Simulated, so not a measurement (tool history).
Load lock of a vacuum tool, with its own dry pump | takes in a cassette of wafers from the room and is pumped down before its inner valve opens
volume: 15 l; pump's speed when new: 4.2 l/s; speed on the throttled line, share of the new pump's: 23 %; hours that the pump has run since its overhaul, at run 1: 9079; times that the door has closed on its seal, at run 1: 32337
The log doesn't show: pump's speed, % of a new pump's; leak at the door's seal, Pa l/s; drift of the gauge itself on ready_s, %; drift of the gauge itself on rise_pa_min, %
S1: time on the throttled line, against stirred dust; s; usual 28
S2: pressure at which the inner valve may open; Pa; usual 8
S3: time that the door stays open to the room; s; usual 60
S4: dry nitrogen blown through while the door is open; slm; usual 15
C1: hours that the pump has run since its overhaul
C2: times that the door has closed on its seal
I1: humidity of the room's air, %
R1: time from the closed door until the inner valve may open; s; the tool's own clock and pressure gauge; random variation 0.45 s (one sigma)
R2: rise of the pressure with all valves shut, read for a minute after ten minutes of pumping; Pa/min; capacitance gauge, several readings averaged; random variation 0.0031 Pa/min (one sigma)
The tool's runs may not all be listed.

{"run": 1, "hour": 0.0, "S1": 28, "S2": 8, "S3": 60, "S4": 15, "C1": 9079, "C2": 32337, "I1": 43.5, "R1": 55.1, "R2": 0.067}
{"run": 2, "hour": 123.4, "S1": 28, "S2": 8, "S3": 60, "S4": 15, "C1": 9203, "C2": 32771, "I1": 46.3, "R1": 55.7, "R2": 0.065}
{"run": 3, "hour": 366.5, "S1": 28, "S2": 8, "S3": 60, "S4": 15, "C1": 9446, "C2": 33625, "I1": 45.1, "R1": 55.5, "R2": 0.067}
{"run": 4, "hour": 548.6, "S1": 37, "S2": 8, "S3": 60, "S4": 15, "C1": 9628, "C2": 34266, "I1": 43.9, "R1": 61.6, "R2": 0.063}
{"run": 5, "hour": 680.5, "S1": 37, "S2": 8, "S3": 60, "S4": 15, "C1": 9760, "C2": 34729, "I1": 43.9, "R1": 62, "R2": 0.059}
{"run": 6, "hour": 831.1, "S1": 37, "S2": 8, "S3": 60, "S4": 15, "C1": 9911, "C2": 35259, "I1": 45.2, "R1": 62.1, "R2": 0.059}
{"run": 7, "hour": 1050.6, "S1": 37, "S2": 8, "S3": 60, "S4": 15, "C1": 10130, "C2": 36030, "I1": 46.1, "R1": 62.4, "R2": 0.066}
{"run": 8, "hour": 1254.9, "S1": 37, "S2": 8, "S3": 60, "S4": 15, "C1": 10334, "C2": 36749, "I1": 46.3, "R1": 62.2, "R2": 0.069}
{"run": 9, "hour": 1443.8, "S1": 37, "S2": 8, "S3": 60, "S4": 15, "C1": 10523, "C2": 37413, "I1": 48.6, "R1": 62.5, "R2": 0.065}
{"run": 10, "hour": 1678.9, "S1": 21, "S2": 8, "S3": 60, "S4": 15, "C1": 10758, "C2": 38239, "I1": 44.2, "R1": 49.9, "R2": 0.058}
{"run": 11, "hour": 1829.2, "S1": 21, "S2": 8, "S3": 60, "S4": 15, "C1": 10909, "C2": 38768, "I1": 43.5, "R1": 49.1, "R2": 0.063}
{"run": 12, "hour": 2080.1, "S1": 28, "S2": 8, "S3": 60, "S4": 18, "C1": 11160, "C2": 39649, "I1": 45.8, "R1": 55.6, "R2": 0.056}
{"run": 13, "hour": 2193.5, "S1": 28, "S2": 8, "S3": 60, "S4": 18, "C1": 11273, "C2": 40048, "I1": 45.2, "R1": 55.5, "R2": 0.058}
{"run": 14, "hour": 2430.7, "S1": 28, "S2": 8, "S3": 60, "S4": 43, "C1": 11510, "C2": 40882, "I1": 43.7, "R1": 54.3, "R2": 0.041}
{"run": 15, "hour": 2681.0, "S1": 28, "S2": 8, "S3": 60, "S4": 43, "C1": 11760, "C2": 41762, "I1": 47.6, "R1": 56, "R2": 0.039}
{"run": 16, "hour": 2908.3, "S1": 28, "S2": 8, "S3": 60, "S4": 43, "C1": 11988, "C2": 42561, "I1": 42.7, "R1": 55.1, "R2": 0.043}
{"run": 17, "hour": 3019.4, "S1": 28, "S2": 8, "S3": 60, "S4": 43, "C1": 12099, "C2": 42951, "I1": 42.3, "R1": 55.2, "R2": 0.039}
{"run": 18, "hour": 3140.7, "S1": 42, "S2": 8, "S3": 43, "S4": 36, "C1": 12220, "C2": 43378, "I1": 44.3, "R1": 65.7, "R2": 0.041}
{"run": 19, "hour": 3349.6, "S1": 42, "S2": 8, "S3": 43, "S4": 36, "C1": 12429, "C2": 44112, "I1": 44.9, "R1": 66.2, "R2": 0.037}

Forecast run 20:
{"run": 20, "hour": 3547.4, "S1": 16, "S2": 16, "S3": 45, "S4": 7, "C1": 12627, "C2": 44808, "I1": 45.8, "R1": "?", "R2": "?"}

R1: 43.9 s
R2: 0.068 Pa/min
Without the tool's hidden state the same run would have given R1 43.8 s, R2 0.066 Pa/min.

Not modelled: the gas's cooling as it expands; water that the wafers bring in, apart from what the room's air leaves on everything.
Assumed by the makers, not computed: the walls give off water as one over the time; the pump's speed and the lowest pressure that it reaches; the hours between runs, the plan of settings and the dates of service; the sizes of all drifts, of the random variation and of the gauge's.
